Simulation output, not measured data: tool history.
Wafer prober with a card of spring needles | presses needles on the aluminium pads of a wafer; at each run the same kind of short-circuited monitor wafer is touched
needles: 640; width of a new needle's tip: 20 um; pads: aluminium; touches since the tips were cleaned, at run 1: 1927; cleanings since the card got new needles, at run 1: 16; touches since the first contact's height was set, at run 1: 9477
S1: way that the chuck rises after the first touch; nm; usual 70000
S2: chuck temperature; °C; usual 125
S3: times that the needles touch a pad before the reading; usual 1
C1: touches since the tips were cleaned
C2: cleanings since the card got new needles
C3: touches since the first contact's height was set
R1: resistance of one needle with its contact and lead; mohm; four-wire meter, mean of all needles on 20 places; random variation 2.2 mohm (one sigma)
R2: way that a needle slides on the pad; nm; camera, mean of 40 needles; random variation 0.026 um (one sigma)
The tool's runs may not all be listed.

run	hour	S1	S2	S3	C1	C2	C3	R1	R2
1	0.0	70000	125	1	1927	16	9477	240	12410
# hour 35.3: tips cleaned on abrasive film
2	46.5	70000	125	1	1936	17	17524	245	12440
# hour 84.7: tips cleaned on abrasive film
3	102.3	70000	62	1	3043	18	27186	225	12380
# hour 131.0: tips cleaned on abrasive film
# hour 176.8: tips cleaned on abrasive film
4	176.8	70000	125	1	0	20	40079	245	12430
# hour 221.1: tips cleaned on abrasive film
5	221.1	70000	125	1	0	21	47759	241	12420
6	255.7	70000	125	1	6002	21	53761	242	12380
# hour 270.7: tips cleaned on abrasive film
7	287.5	70000	125	3	2917	22	59258	242	12390
# hour 319.4: tips cleaned on abrasive film
8	346.3	70000	125	1	4677	23	69445	241	12390
# hour 363.2: tips cleaned on abrasive film
9	380.4	70000	125	2	2980	24	75336	240	12430
# hour 407.2: tips cleaned on abrasive film
10	449.2	82000	125	1	7286	25	87257	241	14600
# hour 454.2: tips cleaned on abrasive film
# hour 502.1: tips cleaned on abrasive film
11	526.4	82000	125	1	4221	27	100619	241	14540
# hour 546.6: tips cleaned on abrasive film
# hour 591.3: tips cleaned on abrasive film
12	597.1	60000	125	1	1004	29	112840	243	10660
# hour 641.5: tips cleaned on abrasive film
13	642.6	60000	125	1	180	30	120715	243	10670
# hour 686.6: tips cleaned on abrasive film
14	698.5	60000	125	1	2059	31	130399	247	10640
# hour 734.0: tips cleaned on abrasive film
# hour 739.2: height of the first contact set anew
15	752.0	60000	125	1	3062	32	2218	244	10650
# hour 778.3: tips cleaned on abrasive film
16	807.5	73000	54	2	5076	33	11838	229	12900
# hour 825.6: tips cleaned on abrasive film
# hour 870.1: tips cleaned on abrasive film
17	885.2	70000	116	2	2620	35	25285	242	12410
# hour 915.6: tips cleaned on abrasive film
18	917.3	70000	116	2	299	36	30833	236	12460
# hour 963.7: tips cleaned on abrasive film
19	979.8	74000	43	1	2785	37	41648	219	13150
# hour 1007.5: tips cleaned on abrasive film
20	1034.9	77000	42	2	4742	38	51193	218	13650
# hour 1051.2: tips cleaned on abrasive film
21	1070.7	51000	36	2	3383	39	57389	230	9070
# hour 1100.7: tips cleaned on abrasive film
22	1122.2	70000	94	1	3725	40	66308	236	12400
# hour 1145.7: tips cleaned on abrasive film
23	1179.6	70000	94	1	5883	41	76256	233	12420
# hour 1192.6: tips cleaned on abrasive film
24	1212.6	70000	81	2	3468	42	81961	230	12410
# hour 1242.4: tips cleaned on abrasive film
25	1262.0	80000	45	1	3403	43	90513	225	14230
# hour 1289.9: tips cleaned on abrasive film
# hour 1334.9: tips cleaned on abrasive film
26	1338.4	81000	122	1	605	45	103730	241	14330
# hour 1381.8: tips cleaned on abrasive film
27	1394.3	55000	68	2	2171	46	113415	234	9760
# hour 1426.6: tips cleaned on abrasive film
28	1459.2	52000	64	2	5653	47	124660	233	9230

5 ways to go on from here, each from the tool as it stands after run 28. What would each give?
# hour 1476.6: tips cleaned on abrasive film
A	1498.5	70000	117	1	3803	48	131456	?	?
# hour 1476.6: tips cleaned on abrasive film
B	1498.5	52000	64	2	3803	48	131456	?	?
# hour 1476.6: tips cleaned on abrasive film
C	1498.5	62000	125	1	3803	48	131456	?	?
# hour 1476.6: tips cleaned on abrasive film
D	1498.5	62000	80	1	3803	48	131456	?	?
# hour 1476.6: tips cleaned on abrasive film
E	1498.5	52000	29	2	3803	48	131456	?	?

run	R1	R2
A	240	12410
B	231	9240
C	246	10940
D	234	11000
E	223	9230
Without the tool's hidden state the same runs would have given:
run	R1	R2
A	239	12410
B	230	9250
C	245	10940
D	233	11010
E	222	9230
